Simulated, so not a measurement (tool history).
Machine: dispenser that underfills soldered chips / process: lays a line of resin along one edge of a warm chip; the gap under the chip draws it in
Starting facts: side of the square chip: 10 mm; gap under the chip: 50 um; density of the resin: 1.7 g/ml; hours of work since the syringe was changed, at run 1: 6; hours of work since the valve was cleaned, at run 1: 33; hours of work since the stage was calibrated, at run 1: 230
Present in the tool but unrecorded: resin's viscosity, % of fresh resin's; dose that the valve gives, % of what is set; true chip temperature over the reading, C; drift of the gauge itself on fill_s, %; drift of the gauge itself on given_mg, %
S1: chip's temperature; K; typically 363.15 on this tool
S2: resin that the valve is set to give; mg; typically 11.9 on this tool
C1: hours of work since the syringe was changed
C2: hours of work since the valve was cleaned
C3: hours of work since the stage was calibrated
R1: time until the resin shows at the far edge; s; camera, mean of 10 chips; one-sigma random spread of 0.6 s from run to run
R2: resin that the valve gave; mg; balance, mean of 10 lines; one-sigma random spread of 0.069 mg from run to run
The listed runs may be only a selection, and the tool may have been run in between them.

run	day	S1	S2	C1	C2	C3	R1	R2
1	0.000	363.15	11.9	6	33	230	82.7	11.59
# day 0.183: new syringe of resin
2	0.267	366.15	11.9	2	38	234	56.4	11.63
3	0.554	350.15	11.9	7	43	240	136.6	11.51
# day 0.667: new syringe of resin
4	0.762	363.15	11.9	2	46	243	64.2	11.63
5	0.950	363.15	11.9	5	50	247	81.3	11.45
# day 1.138: new syringe of resin
6	1.229	363.15	11.9	2	55	251	64.3	11.40
7	1.429	363.15	11.9	5	58	255	84.0	11.51
# day 1.625: new syringe of resin
8	1.633	363.15	11.9	0	62	259	56.5	11.51
9	1.788	363.15	10.6	3	65	261	71.2	10.17
10	2.038	363.15	12.3	8	69	266	97.3	11.67
# day 2.104: new syringe of resin
11	2.225	363.15	12.3	2	72	269	64.7	11.65
12	2.450	354.15	12.9	6	77	273	114.3	12.33
# day 2.583: new syringe of resin
13	2.717	354.15	12.9	2	81	278	89.5	12.32
# day 2.812: dispensing valve cleaned and set on the balance
14	2.958	354.15	12.9	6	3	282	115.3	12.90
# day 3.096: new syringe of resin
15	3.171	354.15	12.9	1	6	285	80.2	12.87
16	3.500	356.15	14.7	7	12	291	114.0	14.62
# day 3.579: new syringe of resin
17	3.725	349.15	11.9	3	16	295	106.3	11.84
18	3.988	349.15	15.3	8	21	300	152.3	15.09

What if the next run were any one of these 5? Each begins from the tool's condition after run 18:
# day 4.071: new syringe of resin
A	4.204	361.15	13.2	2	25	304	?	?
# day 4.071: new syringe of resin
B	4.204	354.15	11.9	2	25	304	?	?
# day 4.071: new syringe of resin
C	4.204	364.15	14.4	2	25	304	?	?
# day 4.071: new syringe of resin
D	4.204	363.15	11.9	2	25	304	?	?
# day 4.071: new syringe of resin
E	4.204	363.15	10.8	2	25	304	?	?

run	R1	R2
A	68.8	12.94
B	87.2	11.74
C	62.5	14.23
D	67.5	11.82
E	68.6	10.76
With no hidden state in the tool, these same runs would have given:
run	R1	R2
A	54.1	13.14
B	68.4	11.92
C	49.4	14.46
D	53.1	12.00
E	54.0	10.92
